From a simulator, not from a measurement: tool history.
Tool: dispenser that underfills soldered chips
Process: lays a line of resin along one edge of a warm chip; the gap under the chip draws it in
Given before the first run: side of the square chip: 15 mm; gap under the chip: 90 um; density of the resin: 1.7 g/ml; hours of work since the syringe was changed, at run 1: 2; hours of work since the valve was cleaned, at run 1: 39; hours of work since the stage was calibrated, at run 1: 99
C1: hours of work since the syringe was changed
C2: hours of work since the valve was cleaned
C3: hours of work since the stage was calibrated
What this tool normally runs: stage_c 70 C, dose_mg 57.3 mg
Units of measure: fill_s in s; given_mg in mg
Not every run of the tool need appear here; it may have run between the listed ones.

{"run": 1, "hour": 0.0, "stage_c": 70, "dose_mg": 57.3, "C1": 2, "C2": 39, "C3": 99, "fill_s": 79.3, "given_mg": 55.43}
{"hour": 4.4, "done": "new syringe of resin"}
{"run": 2, "hour": 5.4, "stage_c": 70, "dose_mg": 57.3, "C1": 1, "C2": 43, "C3": 103, "fill_s": 72.3, "given_mg": 55.47}
{"run": 3, "hour": 10.7, "stage_c": 70, "dose_mg": 54.8, "C1": 4, "C2": 46, "C3": 106, "fill_s": 88.2, "given_mg": 52.85}
{"hour": 12.2, "done": "new syringe of resin"}
{"run": 4, "hour": 14.8, "stage_c": 70, "dose_mg": 57.3, "C1": 2, "C2": 49, "C3": 109, "fill_s": 75.2, "given_mg": 55.13}
{"run": 5, "hour": 18.0, "stage_c": 83, "dose_mg": 57.3, "C1": 4, "C2": 51, "C3": 111, "fill_s": 53.7, "given_mg": 55.29}
{"hour": 20.2, "done": "new syringe of resin"}
{"run": 6, "hour": 22.2, "stage_c": 70, "dose_mg": 58.9, "C1": 1, "C2": 54, "C3": 114, "fill_s": 72.9, "given_mg": 56.63}
{"hour": 28.1, "done": "new syringe of resin"}
{"run": 7, "hour": 29.2, "stage_c": 70, "dose_mg": 57.3, "C1": 1, "C2": 59, "C3": 119, "fill_s": 70.5, "given_mg": 54.59}
{"hour": 36.1, "done": "new syringe of resin"}
{"run": 8, "hour": 36.1, "stage_c": 70, "dose_mg": 57.3, "C1": 0, "C2": 63, "C3": 123, "fill_s": 68.6, "given_mg": 54.65}
{"run": 9, "hour": 40.3, "stage_c": 70, "dose_mg": 57.3, "C1": 3, "C2": 66, "C3": 126, "fill_s": 81.8, "given_mg": 54.35}
{"hour": 44.0, "done": "new syringe of resin"}
{"run": 10, "hour": 45.8, "stage_c": 70, "dose_mg": 57.3, "C1": 1, "C2": 70, "C3": 130, "fill_s": 73.6, "given_mg": 54.38}
{"run": 11, "hour": 48.7, "stage_c": 70, "dose_mg": 67.2, "C1": 3, "C2": 72, "C3": 132, "fill_s": 80.6, "given_mg": 63.68}
{"hour": 52.2, "done": "new syringe of resin"}
{"run": 12, "hour": 53.9, "stage_c": 70, "dose_mg": 67.2, "C1": 1, "C2": 75, "C3": 135, "fill_s": 72.3, "given_mg": 63.42}
{"run": 13, "hour": 58.6, "stage_c": 70, "dose_mg": 67.2, "C1": 4, "C2": 79, "C3": 139, "fill_s": 85.3, "given_mg": 62.84}
{"hour": 60.5, "done": "new syringe of resin"}
{"hour": 64.2, "done": "dispensing valve cleaned and set on the balance"}
{"run": 14, "hour": 66.1, "stage_c": 70, "dose_mg": 67.2, "C1": 3, "C2": 1, "C3": 143, "fill_s": 80.9, "given_mg": 67.37}
{"hour": 69.5, "done": "new syringe of resin"}
{"run": 15, "hour": 73.3, "stage_c": 70, "dose_mg": 67.2, "C1": 3, "C2": 6, "C3": 148, "fill_s": 78.2, "given_mg": 67.04}
{"hour": 77.6, "done": "new syringe of resin"}
{"run": 16, "hour": 78.2, "stage_c": 70, "dose_mg": 54.8, "C1": 0, "C2": 9, "C3": 151, "fill_s": 69.4, "given_mg": 54.81}
{"run": 17, "hour": 84.0, "stage_c": 70, "dose_mg": 57.3, "C1": 4, "C2": 13, "C3": 155, "fill_s": 87.5, "given_mg": 56.84}
{"hour": 85.6, "done": "new syringe of resin"}
{"run": 18, "hour": 89.7, "stage_c": 70, "dose_mg": 57.3, "C1": 3, "C2": 17, "C3": 159, "fill_s": 78.5, "given_mg": 56.91}
{"run": 19, "hour": 92.9, "stage_c": 70, "dose_mg": 56.0, "C1": 5, "C2": 19, "C3": 161, "fill_s": 88.5, "given_mg": 55.59}
{"hour": 93.6, "done": "new syringe of resin"}
{"run": 20, "hour": 96.4, "stage_c": 56, "dose_mg": 63.7, "C1": 2, "C2": 22, "C3": 163, "fill_s": 125.8, "given_mg": 63.05}
{"hour": 101.7, "done": "new syringe of resin"}
{"run": 21, "hour": 102.7, "stage_c": 56, "dose_mg": 63.7, "C1": 1, "C2": 26, "C3": 167, "fill_s": 118.5, "given_mg": 62.81}
{"run": 22, "hour": 105.6, "stage_c": 56, "dose_mg": 63.7, "C1": 3, "C2": 28, "C3": 170, "fill_s": 131.5, "given_mg": 62.62}
{"hour": 109.9, "done": "new syringe of resin"}
{"run": 23, "hour": 112.6, "stage_c": 56, "dose_mg": 63.7, "C1": 2, "C2": 33, "C3": 174, "fill_s": 127.3, "given_mg": 62.6}
{"run": 24, "hour": 116.8, "stage_c": 56, "dose_mg": 63.7, "C1": 5, "C2": 36, "C3": 177, "fill_s": 147.4, "given_mg": 62.23}
{"hour": 117.8, "done": "new syringe of resin"}
{"run": 25, "hour": 121.3, "stage_c": 56, "dose_mg": 63.7, "C1": 2, "C2": 39, "C3": 180, "fill_s": 132.3, "given_mg": 62.06}
{"run": 26, "hour": 124.4, "stage_c": 56, "dose_mg": 63.7, "C1": 5, "C2": 41, "C3": 182, "fill_s": 147.2, "given_mg": 62.06}
{"hour": 125.8, "done": "new syringe of resin"}
{"run": 27, "hour": 130.0, "stage_c": 56, "dose_mg": 52.3, "C1": 3, "C2": 44, "C3": 186, "fill_s": 134.3, "given_mg": 50.34}
{"hour": 133.8, "done": "new syringe of resin"}
{"run": 28, "hour": 135.6, "stage_c": 75, "dose_mg": 73.5, "C1": 1, "C2": 48, "C3": 190, "fill_s": 58.6, "given_mg": 70.61}
{"hour": 141.6, "done": "new syringe of resin"}
{"run": 29, "hour": 142.8, "stage_c": 56, "dose_mg": 68.7, "C1": 1, "C2": 53, "C3": 195, "fill_s": 116.5, "given_mg": 66.03}
{"run": 30, "hour": 148.2, "stage_c": 72, "dose_mg": 51.5, "C1": 5, "C2": 57, "C3": 198, "fill_s": 80.4, "given_mg": 49.13}
{"hour": 149.5, "done": "new syringe of resin"}
{"run": 31, "hour": 155.1, "stage_c": 78, "dose_mg": 51.9, "C1": 4, "C2": 61, "C3": 203, "fill_s": 64.8, "given_mg": 49.22}
{"hour": 157.4, "done": "new syringe of resin"}
{"run": 32, "hour": 159.2, "stage_c": 67, "dose_mg": 73.1, "C1": 1, "C2": 64, "C3": 206, "fill_s": 81.8, "given_mg": 69.66}
{"run": 33, "hour": 163.7, "stage_c": 69, "dose_mg": 63.6, "C1": 4, "C2": 67, "C3": 209, "fill_s": 89.9, "given_mg": 60.18}
{"hour": 165.5, "done": "new syringe of resin"}
{"run": 34, "hour": 169.6, "stage_c": 69, "dose_mg": 63.6, "C1": 3, "C2": 71, "C3": 213, "fill_s": 81.6, "given_mg": 60.02}
{"hour": 173.6, "done": "new syringe of resin"}
{"run": 35, "hour": 176.6, "stage_c": 70, "dose_mg": 66.5, "C1": 2, "C2": 76, "C3": 217, "fill_s": 73.4, "given_mg": 62.26}
{"run": 36, "hour": 180.7, "stage_c": 70, "dose_mg": 66.5, "C1": 5, "C2": 79, "C3": 220, "fill_s": 85.7, "given_mg": 62.02}

Branching from run 36: 3 alternative next runs. What would each branch give?
{"hour": 181.6, "done": "new syringe of resin"}
{"hour": 186.2, "done": "dispensing valve cleaned and set on the balance"}
{"run": "A", "hour": 187.6, "stage_c": 71, "dose_mg": 62.2, "C1": 4, "C2": 1, "C3": 224, "fill_s": "?", "given_mg": "?"}
{"hour": 181.6, "done": "new syringe of resin"}
{"hour": 186.2, "done": "dispensing valve cleaned and set on the balance"}
{"run": "B", "hour": 187.6, "stage_c": 62, "dose_mg": 64.9, "C1": 4, "C2": 1, "C3": 224, "fill_s": "?", "given_mg": "?"}
{"hour": 181.6, "done": "new syringe of resin"}
{"hour": 186.2, "done": "dispensing valve cleaned and set on the balance"}
{"run": "C", "hour": 187.6, "stage_c": 65, "dose_mg": 57.3, "C1": 4, "C2": 1, "C3": 224, "fill_s": "?", "given_mg": "?"}

run=A fill_s=76.8 given_mg=62.15
run=B fill_s=104.7 given_mg=65.05
run=C fill_s=95.0 given_mg=57.45
With the hidden condition removed and each run's random variation left untouched, the same runs would have given:
run=A fill_s=66.7 given_mg=62.24
run=B fill_s=91.0 given_mg=65.15
run=C fill_s=82.6 given_mg=57.53

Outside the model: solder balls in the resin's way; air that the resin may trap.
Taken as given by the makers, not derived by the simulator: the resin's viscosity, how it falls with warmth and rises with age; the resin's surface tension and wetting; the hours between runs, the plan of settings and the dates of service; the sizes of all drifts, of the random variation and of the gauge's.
